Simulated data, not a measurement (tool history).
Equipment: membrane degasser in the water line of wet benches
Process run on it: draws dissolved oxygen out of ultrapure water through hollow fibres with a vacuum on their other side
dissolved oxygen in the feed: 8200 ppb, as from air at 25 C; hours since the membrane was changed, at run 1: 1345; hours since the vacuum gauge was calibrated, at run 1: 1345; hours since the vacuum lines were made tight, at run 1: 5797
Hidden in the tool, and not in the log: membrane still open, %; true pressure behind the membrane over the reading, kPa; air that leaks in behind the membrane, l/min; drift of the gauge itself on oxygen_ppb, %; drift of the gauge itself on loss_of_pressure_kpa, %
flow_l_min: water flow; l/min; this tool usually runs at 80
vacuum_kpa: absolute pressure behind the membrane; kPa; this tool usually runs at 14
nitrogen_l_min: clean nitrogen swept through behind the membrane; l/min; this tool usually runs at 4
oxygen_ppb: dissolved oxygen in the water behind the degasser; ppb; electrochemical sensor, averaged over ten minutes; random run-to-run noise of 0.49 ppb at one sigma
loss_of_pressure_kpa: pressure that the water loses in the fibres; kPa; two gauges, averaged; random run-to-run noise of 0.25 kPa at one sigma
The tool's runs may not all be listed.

run   hour  flow_l_min  vacuum_kpa  nitrogen_l_min  hours since the membrane was changed  hours since the vacuum gauge was calibrated  hours since the vacuum lines were made tight  oxygen_ppb  loss_of_pressure_kpa
  1      0          80          14               4                                  1345                                         1345                                          5797       463.4                 66.21
  2   32.1          80          14               4                                  1377                                         1377                                          5829       463.4                 66.62
  3   59.1          80          14               4                                  1404                                         1404                                          5856       463.8                 66.31
  4  112.8          80          14               4                                  1458                                         1458                                          5910       464.3                 66.24
  5  163.5          80          14               4                                  1508                                         1508                                          5960       464.2                 66.49
  6    210          80          15               4                                  1555                                         1555                                          6007       503.9                 66.43
  7  252.7          80          14               4                                  1598                                         1598                                          6050       463.7                 66.76
  8  304.3          80          14             3.8                                  1649                                         1649                                          6101       484.8                 66.19
  9  359.4          62        12.1             3.8                                  1704                                         1704                                          6156         323                  51.3
 10  409.3          51        32.6           11.11                                  1754                                         1754                                          6206       320.9                 41.99
 11  433.9          80        10.5            6.11                                  1779                                         1779                                          6231       221.9                 66.15
 12  490.2          62        28.8             2.2                                  1835                                         1835                                          6287      1329.3                 51.53
 13    532          66        31.1            5.02                                  1877                                         1877                                          6329       783.8                 54.66
 14  587.2          91          14            4.79                                  1932                                         1932                                          6384       447.5                 75.37
 15  617.2          55        10.5            5.65                                  1962                                         1962                                          6414       167.6                 46.08
 16  662.5          55        10.5            5.65                                  2008                                         2008                                          6459       167.8                  45.7

5 ways to go on from here, each from the tool as it stands after run 16. What would each give?
  A  697.7          55         8.8            5.65                                  2043                                         2043                                          6495           ?                     ?
  B  697.7          86          14            9.86                                  2043                                         2043                                          6495           ?                     ?
  C  697.7          82        29.1            2.17                                  2043                                         2043                                          6495           ?                     ?
  D  697.7          55         9.9            5.48                                  2043                                         2043                                          6495           ?                     ?
  E  697.7          80        14.2             2.4                                  2043                                         2043                                          6495           ?                     ?

run  oxygen_ppb  loss_of_pressure_kpa
  A       129.3                 45.47
  B       225.1                 71.36
  C        1659                 68.17
  D       158.9                 45.73
  E         713                 66.66
What these runs would have given with no unlogged condition in the tool:
run  oxygen_ppb  loss_of_pressure_kpa
  A       126.9                  44.7
  B       222.3                 70.15
  C      1652.6                 67.02
  D       156.3                 44.97
  E       707.7                 65.54
